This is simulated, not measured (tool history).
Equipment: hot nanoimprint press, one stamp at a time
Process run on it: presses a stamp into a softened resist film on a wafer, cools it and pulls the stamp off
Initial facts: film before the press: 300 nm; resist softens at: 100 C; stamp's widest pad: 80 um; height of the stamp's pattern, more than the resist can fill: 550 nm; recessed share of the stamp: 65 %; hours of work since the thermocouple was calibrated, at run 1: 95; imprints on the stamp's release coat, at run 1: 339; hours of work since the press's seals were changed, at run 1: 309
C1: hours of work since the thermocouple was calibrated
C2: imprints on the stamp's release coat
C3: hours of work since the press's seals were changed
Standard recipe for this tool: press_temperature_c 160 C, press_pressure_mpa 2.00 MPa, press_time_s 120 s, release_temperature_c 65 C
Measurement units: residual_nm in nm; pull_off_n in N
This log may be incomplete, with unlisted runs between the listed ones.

run 1 hour=0.0 | press_temperature_c=160 press_pressure_mpa=2.00 press_time_s=120 release_temperature_c=65 | C1=95 C2=339 C3=309 | residual_nm=163.2 pull_off_n=220
run 2 hour=7.7 | press_temperature_c=160 press_pressure_mpa=2.00 press_time_s=120 release_temperature_c=65 | C1=99 C2=367 C3=313 | residual_nm=163.1 pull_off_n=227
run 3 hour=24.2 | press_temperature_c=160 press_pressure_mpa=2.00 press_time_s=120 release_temperature_c=65 | C1=107 C2=427 C3=321 | residual_nm=162.8 pull_off_n=229
run 4 hour=35.3 | press_temperature_c=160 press_pressure_mpa=2.00 press_time_s=120 release_temperature_c=58 | C1=112 C2=468 C3=326 | residual_nm=162.7 pull_off_n=266
run 5 hour=49.1 | press_temperature_c=160 press_pressure_mpa=2.00 press_time_s=120 release_temperature_c=58 | C1=119 C2=518 C3=333 | residual_nm=162.8 pull_off_n=265
run 6 hour=58.8 | press_temperature_c=160 press_pressure_mpa=2.00 press_time_s=120 release_temperature_c=58 | C1=124 C2=554 C3=338 | residual_nm=162.9 pull_off_n=266
run 7 hour=73.7 | press_temperature_c=160 press_pressure_mpa=2.00 press_time_s=120 release_temperature_c=58 | C1=131 C2=608 C3=345 | residual_nm=162.6 pull_off_n=271
run 8 hour=82.8 | press_temperature_c=160 press_pressure_mpa=2.00 press_time_s=120 release_temperature_c=58 | C1=136 C2=641 C3=350 | residual_nm=162.1 pull_off_n=278
run 9 hour=93.7 | press_temperature_c=160 press_pressure_mpa=3.05 press_time_s=120 release_temperature_c=65 | C1=141 C2=681 C3=355 | residual_nm=138.5 pull_off_n=241
run 10 hour=109.8 | press_temperature_c=160 press_pressure_mpa=3.05 press_time_s=120 release_temperature_c=65 | C1=149 C2=740 C3=363 | residual_nm=138.5 pull_off_n=247
run 11 hour=121.7 | press_temperature_c=160 press_pressure_mpa=2.00 press_time_s=120 release_temperature_c=65 | C1=155 C2=783 C3=369 | residual_nm=162.6 pull_off_n=251
run 12 hour=129.2 | press_temperature_c=160 press_pressure_mpa=2.00 press_time_s=120 release_temperature_c=65 | C1=159 C2=810 C3=373 | residual_nm=162.5 pull_off_n=245
run 13 hour=145.3 | press_temperature_c=152 press_pressure_mpa=2.00 press_time_s=120 release_temperature_c=66 | C1=167 C2=869 C3=381 | residual_nm=225.8 pull_off_n=250
run 14 hour=158.3 | press_temperature_c=160 press_pressure_mpa=2.68 press_time_s=104 release_temperature_c=68 | C1=173 C2=917 C3=387 | residual_nm=153.1 pull_off_n=240
run 15 hour=171.1 | press_temperature_c=160 press_pressure_mpa=1.99 press_time_s=78 release_temperature_c=60 | C1=179 C2=963 C3=394 | residual_nm=187.2 pull_off_n=282
run 16 hour=178.6 | press_temperature_c=160 press_pressure_mpa=1.99 press_time_s=78 release_temperature_c=71 | C1=183 C2=991 C3=397 | residual_nm=186.5 pull_off_n=226
run 17 hour=192.5 | press_temperature_c=160 press_pressure_mpa=2.00 press_time_s=104 release_temperature_c=65 | C1=190 C2=1041 C3=404 | residual_nm=170.2 pull_off_n=262
run 18 hour=205.2 | press_temperature_c=151 press_pressure_mpa=2.00 press_time_s=120 release_temperature_c=65 | C1=196 C2=1088 C3=410 | residual_nm=233.5 pull_off_n=266
run 19 hour=217.1 | press_temperature_c=152 press_pressure_mpa=2.15 press_time_s=107 release_temperature_c=65 | C1=202 C2=1131 C3=416 | residual_nm=228.1 pull_off_n=263
run 20 hour=225.7 | press_temperature_c=152 press_pressure_mpa=2.15 press_time_s=94 release_temperature_c=72 | C1=206 C2=1162 C3=421 | residual_nm=233.5 pull_off_n=234
run 21 hour=235.8 | press_temperature_c=150 press_pressure_mpa=2.74 press_time_s=120 release_temperature_c=71 | C1=211 C2=1199 C3=426 | residual_nm=225.3 pull_off_n=243
run 22 hour=247.6 | press_temperature_c=150 press_pressure_mpa=2.74 press_time_s=120 release_temperature_c=71 | C1=217 C2=1242 C3=431 | residual_nm=225.2 pull_off_n=241
run 23 hour=255.3 | press_temperature_c=166 press_pressure_mpa=1.49 press_time_s=137 release_temperature_c=55 | C1=221 C2=1271 C3=435 | residual_nm=128.0 pull_off_n=325

Table of differences, measured result less the result of that run with no hidden state. Run-to-run variation is the same in both. Gauge scatter possibly is not:
The hidden state here: true temperature over the reading, C; pressure that arrives at the usual setting, %; grip of the stamp's worn release coat, % over a new coat's; drift of the gauge itself on residual_nm, %; drift of the gauge itself on pull_off_n, %.
run=1 residual_nm=-0.2 pull_off_n=+15
run=2 residual_nm=-0.3 pull_off_n=+17
run=3 residual_nm=-0.4 pull_off_n=+19
run=4 residual_nm=-0.5 pull_off_n=+25
run=5 residual_nm=-0.6 pull_off_n=+27
run=6 residual_nm=-0.6 pull_off_n=+29
run=7 residual_nm=-0.7 pull_off_n=+32
run=8 residual_nm=-0.7 pull_off_n=+34
run=9 residual_nm=+0.0 pull_off_n=+32
run=10 residual_nm=-0.1 pull_off_n=+35
run=11 residual_nm=-0.9 pull_off_n=+37
run=12 residual_nm=-1.0 pull_off_n=+37
run=13 residual_nm=-1.2 pull_off_n=+41
run=14 residual_nm=-0.7 pull_off_n=+41
run=15 residual_nm=-1.2 pull_off_n=+50
run=16 residual_nm=-1.3 pull_off_n=+41
run=17 residual_nm=-1.3 pull_off_n=+50
run=18 residual_nm=-1.4 pull_off_n=+53
run=19 residual_nm=-1.4 pull_off_n=+54
run=20 residual_nm=-1.4 pull_off_n=+48
run=21 residual_nm=-1.3 pull_off_n=+52
run=22 residual_nm=-1.3 pull_off_n=+54
run=23 residual_nm=-1.7 pull_off_n=+73
